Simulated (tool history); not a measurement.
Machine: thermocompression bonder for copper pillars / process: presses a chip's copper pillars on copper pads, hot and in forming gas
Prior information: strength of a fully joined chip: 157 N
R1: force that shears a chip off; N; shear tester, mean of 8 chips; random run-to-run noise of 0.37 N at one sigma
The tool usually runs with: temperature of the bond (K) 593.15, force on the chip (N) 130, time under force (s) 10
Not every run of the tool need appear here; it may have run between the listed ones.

Run 1, day 0.000: usual settings. Result: R1 97.8 N.
Run 2, day 0.808: usual settings. Result: R1 98.0 N.
Run 3, day 2.267: usual settings. Result: R1 97.1 N.
Run 4, day 3.104: usual settings. Result: R1 97.7 N.
Run 5, day 4.554: usual settings. Result: R1 97.2 N.
Run 6, day 5.475: usual settings but temperature of the bond (K) 579.15. Result: R1 89.4 N.
Run 7, day 7.133: usual settings but temperature of the bond (K) 579.15. Result: R1 88.9 N.
At day 7.975: forming gas filter changed.
Run 8, day 8.358: usual settings but temperature of the bond (K) 579.15, force on the chip (N) 144. Result: R1 98.1 N.
Run 9, day 9.608: usual settings. Result: R1 98.7 N.
Run 10, day 11.329: usual settings but force on the chip (N) 133. Result: R1 100.4 N.
Run 11, day 12.771: usual settings but force on the chip (N) 133. Result: R1 101.1 N.
Run 12, day 13.688: usual settings but force on the chip (N) 133. Result: R1 99.9 N.
Run 13, day 14.708: usual settings but force on the chip (N) 133, time under force (s) 5. Result: R1 81.1 N.
Run 14, day 16.404: usual settings but force on the chip (N) 133, time under force (s) 5. Result: R1 80.2 N.
At day 16.654: heater calibrated with a thermocouple chip.
At day 16.962: forming gas filter changed.
At day 17.150: force cell calibrated.
Run 15, day 18.333: usual settings but force on the chip (N) 133, time under force (s) 5. Result: R1 77.6 N.
Run 16, day 19.942: usual settings but force on the chip (N) 133, time under force (s) 5. Result: R1 77.5 N.
Run 17, day 21.325: usual settings but time under force (s) 8. Result: R1 89.4 N.
Run 18, day 22.375: usual settings but time under force (s) 23. Result: R1 118.0 N.
At day 23.025: heater calibrated with a thermocouple chip, once more.
Run 19, day 23.300: usual settings but force on the chip (N) 163, time under force (s) 23. Result: R1 128.6 N.
Run 20, day 24.704: usual settings but temperature of the bond (K) 580.15, force on the chip (N) 163, time under force (s) 22. Result: R1 119.8 N.
Run 21, day 25.612: usual settings but force on the chip (N) 96. Result: R1 72.2 N.
At day 25.929: forming gas filter changed.
Run 22, day 27.154: usual settings but force on the chip (N) 96. Result: R1 73.4 N.
Run 23, day 28.796: usual settings but force on the chip (N) 96. Result: R1 73.4 N.
Run 24, day 29.662: usual settings but force on the chip (N) 96. Result: R1 73.3 N.
Run 25, day 31.104: usual settings but temperature of the bond (K) 585.15, force on the chip (N) 159, time under force (s) 21. Result: R1 121.8 N.
Run 26, day 32.692: usual settings but temperature of the bond (K) 588.15, force on the chip (N) 102, time under force (s) 15. Result: R1 85.5 N.
Run 27, day 34.279: usual settings but temperature of the bond (K) 586.15, force on the chip (N) 110. Result: R1 78.9 N.
At day 34.867: forming gas filter changed.
Run 28, day 35.608: usual settings but temperature of the bond (K) 586.15, force on the chip (N) 110. Result: R1 79.6 N.
Run 29, day 36.579: usual settings but time under force (s) 17. Result: R1 110.0 N.
Run 30, day 37.350: usual settings but time under force (s) 17. Result: R1 110.4 N.
Run 31, day 39.000: usual settings but temperature of the bond (K) 619.15, force on the chip (N) 174, time under force (s) 7. Result: R1 119.2 N.
Run 32, day 40.454: usual settings but temperature of the bond (K) 623.15, force on the chip (N) 190. Result: R1 134.0 N.
Run 33, day 42.292: usual settings but temperature of the bond (K) 598.15, force on the chip (N) 190. Result: R1 121.2 N.

Predict each of these 3 candidate next runs independently; none follows another, all start after run 33:
Run A, day 43.558: usual settings but temperature of the bond (K) 597.15, force on the chip (N) 190, time under force (s) 6. Result: R1 ?.
Run B, day 43.558: usual settings but temperature of the bond (K) 599.15, force on the chip (N) 172, time under force (s) 19. Result: R1 ?.
Run C, day 43.558: usual settings but temperature of the bond (K) 600.15, force on the chip (N) 190, time under force (s) 14. Result: R1 ?.

run     R1
  A  107.3
  B  130.9
  C  130.7
With the hidden condition removed and each run's random variation left untouched, the same runs would have given:
run     R1
  A  105.9
  B  131.0
  C  130.7

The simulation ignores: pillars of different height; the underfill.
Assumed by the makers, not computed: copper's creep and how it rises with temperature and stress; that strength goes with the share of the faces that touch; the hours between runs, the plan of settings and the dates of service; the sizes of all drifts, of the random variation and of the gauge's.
